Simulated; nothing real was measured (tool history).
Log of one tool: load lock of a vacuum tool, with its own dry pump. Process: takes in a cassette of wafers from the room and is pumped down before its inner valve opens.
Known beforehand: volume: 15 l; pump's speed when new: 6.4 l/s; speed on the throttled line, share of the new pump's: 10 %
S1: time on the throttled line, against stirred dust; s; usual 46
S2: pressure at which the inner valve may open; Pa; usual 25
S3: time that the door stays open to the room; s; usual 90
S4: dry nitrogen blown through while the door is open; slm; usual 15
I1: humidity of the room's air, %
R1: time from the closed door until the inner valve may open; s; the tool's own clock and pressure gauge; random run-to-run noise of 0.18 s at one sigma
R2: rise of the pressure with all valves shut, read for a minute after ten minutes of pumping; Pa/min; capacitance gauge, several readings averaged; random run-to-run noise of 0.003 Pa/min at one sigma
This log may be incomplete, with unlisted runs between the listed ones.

run    hour  S1  S2   S3  S4    I1    R1     R2
  1     0.0  46  25   90  15  46.1  62.1  0.124
  2   190.1  46  25   90   8  44.4  62.1  0.135
  3   486.3  46  25   90   8  47.2  61.9  0.147
  4   797.7  46  25   90   5  47.5  62.2  0.167
  5  1228.9  46  25   90   5  43.4  61.9  0.172
  6  1539.1  46  25   90   5  46.7  62.0  0.180
  7  1873.1  46  25   90   5  45.9  62.1  0.184
  8  2290.7  46  25   90   5  47.5  62.3  0.199
  9  2578.6  46  25   90   5  46.7  62.2  0.205
 10  2795.0  46  25   90   5  45.2  62.3  0.207
 11  3229.9  46  25   90   5  44.9  62.5  0.229
 12  3638.1  24  25   26   5  43.6  42.5  0.205
 13  3951.4  26  24   52  13  45.0  44.5  0.225
 14  4139.0  26  25  184  15  48.8  44.4  0.264
 15  4536.0  80  25  160  12  46.5  93.0  0.269
 16  4993.2  49  27  160  12  44.8  64.7  0.291
 17  5308.7  49  27  160  12  47.7  65.2  0.298
 18  5541.1  44  27  160  33  46.1  60.5  0.287
 19  5927.7  44  27  160  33  46.1  61.0  0.312
 20  6343.2  44  27  160  33  45.6  61.1  0.320
 21  6565.6  46  24   39   9  44.5  63.2  0.326

The same runs without the tool's hidden state, with the same run-to-run variation:
Unlogged tool condition in this case: pump's speed, % of a new pump's; leak at the door's seal, Pa l/s; drift of the gauge itself on ready_s, %; drift of the gauge itself on rise_pa_min, %.
run    R1     R2
  1  61.2  0.053
  2  61.2  0.061
  3  61.0  0.066
  4  61.2  0.077
  5  60.9  0.071
  6  60.9  0.072
  7  60.9  0.068
  8  61.1  0.072
  9  60.9  0.070
 10  61.1  0.065
 11  61.2  0.070
 12  41.0  0.034
 13  42.8  0.043
 14  42.7  0.073
 15  91.8  0.070
 16  63.2  0.070
 17  63.6  0.068
 18  58.8  0.043
 19  59.2  0.048
 20  59.2  0.038
 21  61.3  0.038

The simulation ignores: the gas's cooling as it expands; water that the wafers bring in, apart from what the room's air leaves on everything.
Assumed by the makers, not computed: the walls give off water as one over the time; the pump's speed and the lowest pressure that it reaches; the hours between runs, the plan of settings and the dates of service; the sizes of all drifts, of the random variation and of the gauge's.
